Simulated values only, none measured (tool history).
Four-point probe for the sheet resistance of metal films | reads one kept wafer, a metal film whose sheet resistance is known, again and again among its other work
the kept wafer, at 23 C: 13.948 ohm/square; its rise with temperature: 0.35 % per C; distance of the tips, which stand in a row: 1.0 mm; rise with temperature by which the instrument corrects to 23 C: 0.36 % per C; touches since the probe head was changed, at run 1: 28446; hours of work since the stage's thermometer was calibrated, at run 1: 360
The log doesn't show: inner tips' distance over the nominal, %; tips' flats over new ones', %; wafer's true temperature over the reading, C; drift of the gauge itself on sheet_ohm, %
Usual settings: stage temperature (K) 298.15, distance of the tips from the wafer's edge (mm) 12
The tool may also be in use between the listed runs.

run,hour,stage temperature (K),distance of the tips from the wafer's edge (mm),touches since the probe head was changed,hours of work since the stage's thermometer was calibrated,sheet resistance as the instrument gives it (ohm/square)
1,0.0,298.15,12,28446,360,14.010751
2,37.8,298.15,12,29646,375,14.017860
3,82.5,298.15,12,31070,393,14.016253
4,124.1,305.15,12,32389,409,14.007149
5,163.8,298.15,9,33653,425,14.060605
6,217.4,298.15,9,35356,447,14.061900
# hour 221.4: stage's thermometer calibrated
7,248.4,298.15,9,36326,11,14.067914
8,285.8,295.15,4,37514,26,14.432715
9,347.0,303.15,11,39460,50,14.032398
10,382.8,303.15,11,40595,65,14.035362

Forecast each of these 4 alternatives for the next run:
A,439.4,307.15,16,42395,88,?
B,439.4,298.15,4,42395,88,?
C,439.4,303.15,40,42395,88,?
D,439.4,303.15,18,42395,88,?

run,sheet resistance as the instrument gives it (ohm/square)
A,13.995892
B,14.432627
C,13.981940
D,13.998059
Without the tool's hidden state the same runs would have given:
run,sheet resistance as the instrument gives it (ohm/square)
A,13.958788
B,14.394163
C,13.944753
D,13.960832
